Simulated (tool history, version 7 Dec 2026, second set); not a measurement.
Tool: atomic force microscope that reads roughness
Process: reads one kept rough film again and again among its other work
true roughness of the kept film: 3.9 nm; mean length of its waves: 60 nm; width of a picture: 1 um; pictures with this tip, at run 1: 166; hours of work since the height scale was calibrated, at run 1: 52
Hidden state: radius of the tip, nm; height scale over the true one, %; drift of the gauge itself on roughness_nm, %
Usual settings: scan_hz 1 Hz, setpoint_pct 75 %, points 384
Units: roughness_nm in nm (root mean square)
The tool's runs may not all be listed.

run   hour  scan_hz  setpoint_pct  points  pictures with this tip  hours of work since the height scale was calibrated  roughness_nm
  1      0        1            75     384                     166                                                   52         3.493
  2   10.3        1            60     384                     181                                                   59         3.578
  3   16.1        1            60     384                     189                                                   63         3.572
  4   22.8        1            81     384                     199                                                   68         3.394
  5   32.3        1            81     384                     213                                                   75         3.389
  6   42.1        1            59     384                     227                                                   82         3.542
  7   50.7        1            59     384                     239                                                   88         3.556
  8   56.7        1            75     384                     248                                                   92         3.422
  9   66.2     0.62            75     384                     261                                                   99         3.486
 10   74.6     0.62            75     384                     273                                                  105         3.494
 11     80     0.62            75     384                     281                                                  108         3.474
 12   85.4     0.62            75     384                     289                                                  112         3.477
      86.9  -- height scale calibrated on a step standard
 13   96.4     0.62            75     384                     303                                                    7         3.453
     104.7  -- new tip fitted
 14  106.9     0.62            75     384                       3                                                   14         3.636
     112.3  -- height scale calibrated on a step standard, once more
 15  114.4        1            73     428                      13                                                    2         3.619
 16  121.9        1            73     428                      23                                                    7         3.579
 17  126.9        1            75     397                      30                                                   10         3.593
 18  132.9        1            74     272                      39                                                   15         3.592
 19  138.1     1.15            80     265                      47                                                   18         3.463
 20  143.4     1.15            80     265                      54                                                   22         3.496
 21  153.8     2.22            59     372                      69                                                   29         3.585
 22  159.9     1.63            82     387                      78                                                   34         3.319
 23    168     1.63            82     387                      89                                                   39         3.335
 24  177.3     0.91            82     387                     103                                                   46         3.469
 25  186.1     2.87            73     369                     115                                                   52         3.246
 26  193.3     0.53            63     595                     126                                                   57         3.635
 27  200.8     1.36            72     344                     136                                                   62         3.486

3 ways to go on from here, each from the tool as it stands after run 27. What would each give?
  A  210.6        1            56     384                     150                                                   69             ?
  B  210.6     1.36            64     344                     150                                                   69             ?
  C  210.6     2.05            67     384                     150                                                   69             ?

run  roughness_nm
  A         3.664
  B         3.531
  C         3.449
Without the tool's hidden state the same runs would have given:
run  roughness_nm
  A         3.779
  B         3.642
  C         3.557

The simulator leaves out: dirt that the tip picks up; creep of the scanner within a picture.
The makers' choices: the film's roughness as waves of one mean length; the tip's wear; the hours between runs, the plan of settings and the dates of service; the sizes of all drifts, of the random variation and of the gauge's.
